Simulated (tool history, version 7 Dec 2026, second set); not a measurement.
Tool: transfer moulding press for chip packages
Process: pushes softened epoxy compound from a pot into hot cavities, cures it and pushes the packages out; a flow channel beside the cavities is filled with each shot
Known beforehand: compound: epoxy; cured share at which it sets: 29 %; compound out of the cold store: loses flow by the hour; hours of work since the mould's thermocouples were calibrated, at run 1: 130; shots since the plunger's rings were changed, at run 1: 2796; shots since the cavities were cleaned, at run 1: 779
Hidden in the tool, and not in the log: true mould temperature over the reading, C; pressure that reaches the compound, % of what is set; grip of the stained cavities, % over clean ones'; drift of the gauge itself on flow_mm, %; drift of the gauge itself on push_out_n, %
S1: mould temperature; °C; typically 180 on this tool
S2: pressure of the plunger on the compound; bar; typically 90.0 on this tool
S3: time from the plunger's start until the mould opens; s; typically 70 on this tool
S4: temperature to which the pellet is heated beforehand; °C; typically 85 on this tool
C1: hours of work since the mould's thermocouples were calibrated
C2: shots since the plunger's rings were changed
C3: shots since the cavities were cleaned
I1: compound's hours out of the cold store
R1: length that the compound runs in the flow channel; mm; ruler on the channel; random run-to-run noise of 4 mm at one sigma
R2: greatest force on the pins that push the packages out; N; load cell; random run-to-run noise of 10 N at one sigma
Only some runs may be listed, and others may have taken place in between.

run     day   S1    S2  S3  S4   C1    C2   C3    I1   R1    R2
  1   0.000  180  90.0  70  85  130  2796  779  15.5  646   885
      0.446  -- cavities cleaned with cleaning compound and waxed
      0.717  -- plunger's sealing rings changed
  2   1.421  180  90.0  70  85  150   239  296  25.9  650   655
  3   2.442  180  83.1  70  85  166   585  642  44.9  570   827
      3.300  -- cavities cleaned with cleaning compound and waxed
  4   3.700  180  83.1  70  85  185   993  136   9.7  655   597
  5   4.946  180  83.1  70  85  204  1416  559  11.6  646   815
      6.017  -- cavities cleaned with cleaning compound and waxed
  6   6.162  180  90.0  70  95  222  1807   49  41.8  598   525
  7   6.738  180  90.0  70  95  231  2004  246   9.4  673   647
  8   7.988  180  90.0  70  95  251  2427  669  45.7  579   824
      8.754  -- cavities cleaned with cleaning compound and waxed
  9   8.971  179  90.0  70  85  266  2740   73  38.7  594   564
      9.746  -- plunger's sealing rings changed
 10   9.929  179  90.0  70  85  279    61  363  11.3  684   782
 11  10.892  184  90.0  70  85  294   388  690  38.0  614   743
     11.592  -- cavities cleaned with cleaning compound and waxed
 12  12.000  180  90.0  70  85  311   744  139  34.6  624   583
     12.200  -- mould's thermocouples calibrated
 13  12.667  180  90.0  70  85    7   942  337  32.0  617   707
 14  13.512  180  90.0  70  85   21  1229  624  33.0  618   835
 15  14.275  175  90.0  70  79   33  1488  883  47.8  590  1164
     14.429  -- cavities cleaned with cleaning compound and waxed
     15.154  -- mould's thermocouples calibrated, once more
 16  15.483  180  90.0  92  85    5  1849  329  47.5  581   586
 17  16.346  180  90.0  92  85   19  2142  622  19.5  633   658
     17.225  -- cavities cleaned with cleaning compound and waxed
 18  17.658  180  90.0  92  85   39  2568  148  27.1  623   496
 19  18.229  180  90.0  92  85   47  2761  341  21.3  629   563
     18.979  -- plunger's sealing rings changed
 20  19.088  180  90.0  92  85   59    37  597  47.3  602   652
 21  19.625  180  90.0  72  85   68   220  780  13.3  683   826
     20.100  -- cavities cleaned with cleaning compound and waxed
 22  20.496  180  90.0  72  85   81   495  135  12.0  684   580
 23  21.446  182  90.0  70  79   96   817  457  46.9  585   684
 24  22.075  186  74.6  70  85  105  1030  670  47.9  532   691
     22.888  -- cavities cleaned with cleaning compound and waxed
 25  23.146  186  74.6  70  85  121  1374   88  15.5  596   475

Run 26, settings as shown, results not yet in. Your forecast:
 26  23.971  182  74.6  70  85  134  1654  368  45.8   ?   ?

R1: 529 mm
R2: 665 N
The same run, on a tool lacking any hidden state, would have yielded R1 545 mm, R2 454 N.
